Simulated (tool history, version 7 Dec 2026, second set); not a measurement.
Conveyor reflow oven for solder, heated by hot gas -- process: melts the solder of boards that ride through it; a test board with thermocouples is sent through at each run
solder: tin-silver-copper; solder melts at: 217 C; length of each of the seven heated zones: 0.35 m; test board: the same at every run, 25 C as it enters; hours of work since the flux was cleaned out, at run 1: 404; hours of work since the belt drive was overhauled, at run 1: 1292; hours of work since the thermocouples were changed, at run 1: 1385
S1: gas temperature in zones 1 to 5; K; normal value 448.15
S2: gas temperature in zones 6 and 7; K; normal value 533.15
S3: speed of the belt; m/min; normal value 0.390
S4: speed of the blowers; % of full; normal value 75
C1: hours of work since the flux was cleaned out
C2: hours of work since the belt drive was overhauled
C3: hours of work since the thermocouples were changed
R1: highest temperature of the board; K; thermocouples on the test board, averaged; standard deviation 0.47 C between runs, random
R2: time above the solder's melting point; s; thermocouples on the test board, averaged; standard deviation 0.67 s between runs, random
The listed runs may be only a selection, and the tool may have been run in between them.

run,day,S1,S2,S3,S4,C1,C2,C3,R1,R2
1,0.000,448.15,533.15,0.390,75,404,1292,1385,513.85,68.0
# day 0.271: thermocouples of zones 6 and 7 changed
# day 2.104: flux residue cleaned out of gas plates and filters
2,2.571,448.15,533.15,0.390,75,8,1333,38,520.95,78.7
3,4.446,448.15,533.15,0.390,75,43,1368,72,520.25,79.2
4,6.838,448.15,533.15,0.390,75,86,1411,116,519.45,79.1
# day 8.512: belt drive overhauled, speed set with a stopwatch
5,8.554,448.15,533.15,0.390,75,114,1,144,518.45,74.9
6,11.646,448.15,533.15,0.390,75,171,57,200,517.85,73.6
7,13.683,449.15,533.15,0.390,75,208,94,238,518.35,73.8
8,15.054,449.15,533.15,0.390,75,233,119,263,518.45,74.1
9,17.671,449.15,533.15,0.390,75,281,167,310,516.75,72.7
10,19.558,448.15,533.15,0.390,75,315,201,345,516.55,70.0
11,22.454,448.15,533.15,0.390,75,368,254,397,515.25,69.5
12,24.508,448.15,533.15,0.390,75,405,292,435,514.85,70.2
# day 26.658: flux residue cleaned out of gas plates and filters
13,27.067,448.15,533.15,0.390,75,7,334,478,518.95,74.9
14,29.917,448.15,533.15,0.390,75,59,386,530,517.85,75.3
15,32.433,448.15,533.15,0.390,75,105,432,575,517.75,73.7
16,33.779,448.15,533.15,0.390,75,130,457,600,517.05,73.5
17,36.425,448.15,548.15,0.332,72,178,505,648,534.05,106.5
18,39.379,461.15,545.15,0.460,79,232,559,702,524.85,73.9
19,42.158,448.15,533.15,0.320,55,282,609,753,516.35,88.2
20,45.071,456.15,535.15,0.390,67,336,662,806,515.85,76.5
21,47.296,436.15,545.15,0.324,58,376,703,846,524.65,91.6
22,49.612,436.15,545.15,0.324,58,418,745,888,524.75,91.1
# day 50.879: flux residue cleaned out of gas plates and filters
23,52.454,448.15,533.15,0.390,80,29,793,936,518.75,76.9

Run 24 is up next; what results do you expect?
24,55.596,440.15,542.15,0.330,80,86,850,994,?,?

{"run 24": {"R1": 529.35, "R2": 101.2}}
With no hidden state in the tool, this same run would have given R1 533.65 K, R2 103.8 s.
